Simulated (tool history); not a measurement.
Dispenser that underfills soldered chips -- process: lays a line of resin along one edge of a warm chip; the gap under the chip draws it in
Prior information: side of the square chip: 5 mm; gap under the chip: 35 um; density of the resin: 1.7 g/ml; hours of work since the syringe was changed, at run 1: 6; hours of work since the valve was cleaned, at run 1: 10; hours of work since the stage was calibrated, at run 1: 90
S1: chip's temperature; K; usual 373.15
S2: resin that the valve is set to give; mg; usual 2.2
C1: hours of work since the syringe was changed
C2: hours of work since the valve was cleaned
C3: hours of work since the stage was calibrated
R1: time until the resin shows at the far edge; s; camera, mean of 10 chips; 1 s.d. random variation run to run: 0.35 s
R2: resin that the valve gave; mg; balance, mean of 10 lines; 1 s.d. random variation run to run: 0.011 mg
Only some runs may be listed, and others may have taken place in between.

run  hour      S1    S2  C1  C2   C3    R1    R2
  1     0  373.15   2.2   6  10   90  30.8  2.18
        1  -- new syringe of resin
  2   5.1  373.15   2.2   3  13   94  23.7  2.17
  3   8.4  373.15   2.2   6  16   97  27.7  2.16
     10.6  -- new syringe of resin
  4  11.7  373.15   2.2   1  18   99    20  2.18
  5  16.5  371.15   2.2   5  22  102  26.8  2.16
  6  19.1  371.15   2.2   6  24  104  31.2  2.15
     20.1  -- new syringe of resin
  7  21.8  373.15  2.82   1  26  106  20.1  2.74
  8  25.1  373.15  2.82   4  28  109  23.7  2.74
  9  27.6  369.15   2.2   6  30  111  31.6  2.13
     29.8  -- new syringe of resin
 10  31.9  369.15   2.2   2  33  114  23.1  2.13

Forecast run 11:
 11  35.2  372.15  2.48   4  36  116   ?   ?

R1: 26 s
R2: 2.39 mg
With no hidden state in the tool, this same run would have given R1 19.4 s, R2 2.47 mg.
